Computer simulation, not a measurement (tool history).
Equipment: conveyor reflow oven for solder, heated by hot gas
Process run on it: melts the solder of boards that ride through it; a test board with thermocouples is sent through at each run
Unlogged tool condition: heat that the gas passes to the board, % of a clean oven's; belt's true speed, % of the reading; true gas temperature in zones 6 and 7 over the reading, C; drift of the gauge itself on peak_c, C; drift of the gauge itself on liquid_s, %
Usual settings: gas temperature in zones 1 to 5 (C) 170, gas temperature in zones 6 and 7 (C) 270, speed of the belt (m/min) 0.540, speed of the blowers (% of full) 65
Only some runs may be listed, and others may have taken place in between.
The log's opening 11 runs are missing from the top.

run	hour	gas temperature in zones 1 to 5 (C)	gas temperature in zones 6 and 7 (C)	speed of the belt (m/min)	speed of the blowers (% of full)	hours of work since the flux was cleaned out	hours of work since the belt drive was overhauled	hours of work since the thermocouples were changed	highest temperature of the board (C)	time above the solder's melting point (s)
12	770.9	170	265	0.540	65	319	150	432	247.8	46.0
13	833.5	170	265	0.540	65	355	186	467	248.4	46.1
# hour 846.2: flux residue cleaned out of gas plates and filters
14	894.8	170	265	0.540	65	28	217	499	249.2	47.3
15	987.1	170	274	0.540	65	80	270	551	257.0	51.6
16	1037.8	170	283	0.540	65	109	299	580	264.6	55.4
17	1130.5	170	264	0.610	59	161	351	633	241.7	34.8
18	1219.4	170	264	0.610	59	211	401	683	241.4	34.4
19	1260.9	170	264	0.610	59	235	425	707	241.5	34.2
20	1309.5	170	264	0.610	59	263	452	734	240.7	34.4
21	1388.0	178	258	0.486	62	307	497	779	245.0	52.8
22	1430.1	161	275	0.486	84	331	521	802	263.0	59.8
# hour 1486.3: flux residue cleaned out of gas plates and filters
23	1512.4	161	275	0.486	84	15	565	846	264.2	60.8
24	1593.3	180	281	0.460	63	61	610	892	268.6	71.7
# hour 1600.5: thermocouples of zones 6 and 7 changed
25	1652.1	177	270	0.540	57	93	643	29	253.1	51.6
26	1727.8	170	267	0.487	65	136	686	72	254.4	57.3
27	1774.5	170	267	0.487	88	162	712	99	259.3	60.6
28	1825.7	156	263	0.540	65	191	741	128	245.5	40.5

Forecast run 29:
29	1866.4	183	285	0.433	64	214	764	151	?	?

{"run 29": {"highest temperature of the board (C)": 275.7, "time above the solder's melting point (s)": 80.4}}
The same run, on a tool lacking any hidden state, would have yielded highest temperature of the board (C) 276.0, time above the solder's melting point (s) 79.6.
